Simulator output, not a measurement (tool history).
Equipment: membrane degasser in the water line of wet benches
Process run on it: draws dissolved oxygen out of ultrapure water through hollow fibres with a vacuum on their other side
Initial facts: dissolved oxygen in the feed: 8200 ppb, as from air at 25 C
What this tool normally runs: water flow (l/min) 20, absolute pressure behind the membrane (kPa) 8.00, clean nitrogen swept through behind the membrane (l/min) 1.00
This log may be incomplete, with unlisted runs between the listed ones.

run,hour,water flow (l/min),absolute pressure behind the membrane (kPa),clean nitrogen swept through behind the membrane (l/min),dissolved oxygen in the water behind the degasser (ppb),pressure that the water loses in the fibres (kPa)
1,0.0,20,8.00,1.00,293.3,67.37
2,71.5,20,8.00,1.00,300.3,67.33
3,167.8,20,8.00,1.00,297.2,67.44
4,252.9,20,8.00,1.00,298.5,67.13
5,347.2,20,8.00,1.00,295.7,67.23
6,398.8,20,8.00,1.00,301.9,67.15
7,449.0,20,8.00,1.00,301.4,67.38
8,507.1,20,8.00,1.00,301.3,67.09
9,581.3,24,8.00,1.00,409.2,80.56
10,655.1,20,8.00,1.00,300.0,67.54
11,739.2,20,8.00,1.00,297.7,67.25
12,812.6,20,8.00,1.00,300.3,67.31
13,875.3,20,8.00,1.00,297.5,67.28
14,926.6,20,8.00,1.00,298.2,66.78
15,1012.2,20,8.00,1.00,297.5,66.74
16,1097.6,18,8.00,2.27,150.5,60.42
17,1151.6,18,8.00,2.27,153.0,60.44
18,1211.0,29,19.90,0.43,1896.7,97.68
19,1279.2,14,11.73,1.18,248.6,46.93
20,1338.3,19,14.81,1.00,541.4,63.56
21,1378.9,16,14.40,1.31,344.0,53.39
22,1469.3,16,15.36,2.32,231.9,53.77
23,1531.3,20,18.83,0.83,836.6,67.51
24,1622.8,27,17.35,1.29,828.7,91.01
25,1712.5,16,16.86,1.00,497.7,53.48
26,1781.8,16,16.86,1.00,517.9,53.63
27,1880.0,16,16.86,1.00,508.5,53.73
28,1919.7,16,16.86,1.00,510.8,54.09
29,2012.9,18,11.62,2.90,184.2,60.43
30,2063.6,12,14.44,0.82,371.1,40.67

Forecast each of these 4 alternatives for the next run:
A,2106.9,20,8.00,1.06,?,?
B,2106.9,31,14.96,0.69,?,?
C,2106.9,20,5.27,1.00,?,?
D,2106.9,17,8.78,0.82,?,?

run,dissolved oxygen in the water behind the degasser (ppb),pressure that the water loses in the fibres (kPa)
A,288.7,66.89
B,1234.1,104.22
C,184.1,66.98
D,296.3,56.85
The same runs, with their run-to-run variation unchanged, on a tool lacking any hidden condition would have given:
run,dissolved oxygen in the water behind the degasser (ppb),pressure that the water loses in the fibres (kPa)
A,288.5,66.87
B,1233.8,104.20
C,183.9,66.96
D,296.1,56.84
